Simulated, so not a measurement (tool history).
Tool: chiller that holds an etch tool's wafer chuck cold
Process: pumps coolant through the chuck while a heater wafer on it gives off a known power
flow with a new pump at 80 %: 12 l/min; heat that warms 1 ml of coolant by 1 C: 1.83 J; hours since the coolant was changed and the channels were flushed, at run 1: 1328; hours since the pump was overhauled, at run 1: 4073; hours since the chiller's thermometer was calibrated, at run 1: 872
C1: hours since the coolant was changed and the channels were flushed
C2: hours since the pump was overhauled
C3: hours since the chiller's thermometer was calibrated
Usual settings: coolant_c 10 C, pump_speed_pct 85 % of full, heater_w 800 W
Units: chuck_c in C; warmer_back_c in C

{"run": 1, "hour": 0.0, "coolant_c": 10, "pump_speed_pct": 85, "heater_w": 800, "C1": 1328, "C2": 4073, "C3": 872, "chuck_c": 16.78, "warmer_back_c": 2.124}
{"run": 2, "hour": 52.0, "coolant_c": 10, "pump_speed_pct": 85, "heater_w": 800, "C1": 1380, "C2": 4125, "C3": 924, "chuck_c": 16.76, "warmer_back_c": 2.111}
{"run": 3, "hour": 168.9, "coolant_c": 10, "pump_speed_pct": 85, "heater_w": 800, "C1": 1497, "C2": 4242, "C3": 1041, "chuck_c": 16.71, "warmer_back_c": 2.11}
{"run": 4, "hour": 255.8, "coolant_c": 10, "pump_speed_pct": 85, "heater_w": 800, "C1": 1584, "C2": 4329, "C3": 1128, "chuck_c": 16.78, "warmer_back_c": 2.117}
{"run": 5, "hour": 322.6, "coolant_c": 10, "pump_speed_pct": 85, "heater_w": 818, "C1": 1651, "C2": 4396, "C3": 1195, "chuck_c": 16.93, "warmer_back_c": 2.163}
{"run": 6, "hour": 383.9, "coolant_c": 10, "pump_speed_pct": 85, "heater_w": 800, "C1": 1712, "C2": 4457, "C3": 1256, "chuck_c": 16.72, "warmer_back_c": 2.124}
{"run": 7, "hour": 494.5, "coolant_c": 10, "pump_speed_pct": 85, "heater_w": 800, "C1": 1823, "C2": 4568, "C3": 1367, "chuck_c": 16.73, "warmer_back_c": 2.128}
{"run": 8, "hour": 622.7, "coolant_c": 3, "pump_speed_pct": 85, "heater_w": 800, "C1": 1951, "C2": 4696, "C3": 1495, "chuck_c": 9.73, "warmer_back_c": 2.12}
{"run": 9, "hour": 692.3, "coolant_c": 10, "pump_speed_pct": 85, "heater_w": 800, "C1": 2020, "C2": 4766, "C3": 1564, "chuck_c": 16.75, "warmer_back_c": 2.122}
{"run": 10, "hour": 808.1, "coolant_c": 10, "pump_speed_pct": 85, "heater_w": 800, "C1": 2136, "C2": 4881, "C3": 1680, "chuck_c": 16.74, "warmer_back_c": 2.131}
{"run": 11, "hour": 932.0, "coolant_c": 10, "pump_speed_pct": 85, "heater_w": 800, "C1": 2260, "C2": 5005, "C3": 1804, "chuck_c": 16.77, "warmer_back_c": 2.142}
{"run": 12, "hour": 1041.3, "coolant_c": 10, "pump_speed_pct": 85, "heater_w": 800, "C1": 2369, "C2": 5114, "C3": 1913, "chuck_c": 16.77, "warmer_back_c": 2.12}
{"run": 13, "hour": 1110.7, "coolant_c": 14, "pump_speed_pct": 85, "heater_w": 800, "C1": 2439, "C2": 5184, "C3": 1983, "chuck_c": 20.75, "warmer_back_c": 2.132}
{"run": 14, "hour": 1187.2, "coolant_c": 14, "pump_speed_pct": 85, "heater_w": 800, "C1": 2515, "C2": 5260, "C3": 2059, "chuck_c": 20.73, "warmer_back_c": 2.131}
{"run": 15, "hour": 1269.3, "coolant_c": 10, "pump_speed_pct": 96, "heater_w": 800, "C1": 2597, "C2": 5343, "C3": 2141, "chuck_c": 16.04, "warmer_back_c": 1.876}
{"run": 16, "hour": 1375.3, "coolant_c": 10, "pump_speed_pct": 66, "heater_w": 800, "C1": 2703, "C2": 5448, "C3": 2247, "chuck_c": 18.45, "warmer_back_c": 2.819}
{"run": 17, "hour": 1450.5, "coolant_c": 11, "pump_speed_pct": 85, "heater_w": 471, "C1": 2779, "C2": 5524, "C3": 2323, "chuck_c": 14.86, "warmer_back_c": 1.246}
{"run": 18, "hour": 1523.4, "coolant_c": 17, "pump_speed_pct": 66, "heater_w": 800, "C1": 2851, "C2": 5597, "C3": 2395, "chuck_c": 25.44, "warmer_back_c": 2.815}
{"hour": 1530.9, "done": "chiller's thermometer calibrated"}
{"run": 19, "hour": 1640.3, "coolant_c": 17, "pump_speed_pct": 66, "heater_w": 800, "C1": 2967, "C2": 5713, "C3": 109, "chuck_c": 25.42, "warmer_back_c": 2.828}
{"run": 20, "hour": 1695.7, "coolant_c": 10, "pump_speed_pct": 85, "heater_w": 1107, "C1": 3023, "C2": 5768, "C3": 165, "chuck_c": 19.44, "warmer_back_c": 2.969}
{"run": 21, "hour": 1776.7, "coolant_c": 10, "pump_speed_pct": 69, "heater_w": 767, "C1": 3104, "C2": 5849, "C3": 246, "chuck_c": 17.69, "warmer_back_c": 2.58}
{"run": 22, "hour": 1894.7, "coolant_c": 2, "pump_speed_pct": 89, "heater_w": 767, "C1": 3222, "C2": 5967, "C3": 364, "chuck_c": 8.14, "warmer_back_c": 1.954}
{"run": 23, "hour": 1956.5, "coolant_c": 2, "pump_speed_pct": 89, "heater_w": 767, "C1": 3284, "C2": 6029, "C3": 426, "chuck_c": 8.13, "warmer_back_c": 1.961}
{"hour": 2015.5, "done": "chiller's thermometer calibrated, once more"}
{"run": 24, "hour": 2020.4, "coolant_c": 2, "pump_speed_pct": 89, "heater_w": 767, "C1": 3346, "C2": 6092, "C3": 5, "chuck_c": 8.66, "warmer_back_c": 1.954}
{"run": 25, "hour": 2142.7, "coolant_c": 11, "pump_speed_pct": 89, "heater_w": 1111, "C1": 3469, "C2": 6214, "C3": 127, "chuck_c": 20.6, "warmer_back_c": 2.842}
{"run": 26, "hour": 2244.4, "coolant_c": 19, "pump_speed_pct": 85, "heater_w": 928, "C1": 3571, "C2": 6316, "C3": 229, "chuck_c": 27.35, "warmer_back_c": 2.499}
{"run": 27, "hour": 2325.5, "coolant_c": 10, "pump_speed_pct": 85, "heater_w": 875, "C1": 3652, "C2": 6397, "C3": 310, "chuck_c": 17.88, "warmer_back_c": 2.36}
{"run": 28, "hour": 2418.3, "coolant_c": 3, "pump_speed_pct": 85, "heater_w": 746, "C1": 3744, "C2": 6490, "C3": 403, "chuck_c": 9.69, "warmer_back_c": 2.006}
{"run": 29, "hour": 2489.2, "coolant_c": 2, "pump_speed_pct": 68, "heater_w": 746, "C1": 3815, "C2": 6560, "C3": 474, "chuck_c": 10.14, "warmer_back_c": 2.564}
{"run": 30, "hour": 2575.9, "coolant_c": 16, "pump_speed_pct": 83, "heater_w": 800, "C1": 3902, "C2": 6647, "C3": 560, "chuck_c": 23.33, "warmer_back_c": 2.216}
{"run": 31, "hour": 2698.2, "coolant_c": 1, "pump_speed_pct": 76, "heater_w": 882, "C1": 4024, "C2": 6769, "C3": 683, "chuck_c": 9.74, "warmer_back_c": 2.698}
{"run": 32, "hour": 2819.2, "coolant_c": 1, "pump_speed_pct": 76, "heater_w": 882, "C1": 4145, "C2": 6890, "C3": 804, "chuck_c": 9.74, "warmer_back_c": 2.692}

4 ways to go on from here, each from the tool as it stands after run 32. What would each give?
{"run": "A", "hour": 2901.4, "coolant_c": 14, "pump_speed_pct": 85, "heater_w": 800, "C1": 4228, "C2": 6973, "C3": 886, "chuck_c": "?", "warmer_back_c": "?"}
{"run": "B", "hour": 2901.4, "coolant_c": 4, "pump_speed_pct": 76, "heater_w": 882, "C1": 4228, "C2": 6973, "C3": 886, "chuck_c": "?", "warmer_back_c": "?"}
{"run": "C", "hour": 2901.4, "coolant_c": 1, "pump_speed_pct": 68, "heater_w": 400, "C1": 4228, "C2": 6973, "C3": 886, "chuck_c": "?", "warmer_back_c": "?"}
{"run": "D", "hour": 2901.4, "coolant_c": 9, "pump_speed_pct": 76, "heater_w": 465, "C1": 4228, "C2": 6973, "C3": 886, "chuck_c": "?", "warmer_back_c": "?"}

run=A chuck_c=21.12 warmer_back_c=2.167
run=B chuck_c=12.80 warmer_back_c=2.704
run=C chuck_c=5.28 warmer_back_c=1.389
run=D chuck_c=13.55 warmer_back_c=1.421
Without the tool's hidden state the same runs would have given:
run=A chuck_c=20.62 warmer_back_c=2.050
run=B chuck_c=12.15 warmer_back_c=2.558
run=C chuck_c=5.05 warmer_back_c=1.314
run=D chuck_c=13.29 warmer_back_c=1.344

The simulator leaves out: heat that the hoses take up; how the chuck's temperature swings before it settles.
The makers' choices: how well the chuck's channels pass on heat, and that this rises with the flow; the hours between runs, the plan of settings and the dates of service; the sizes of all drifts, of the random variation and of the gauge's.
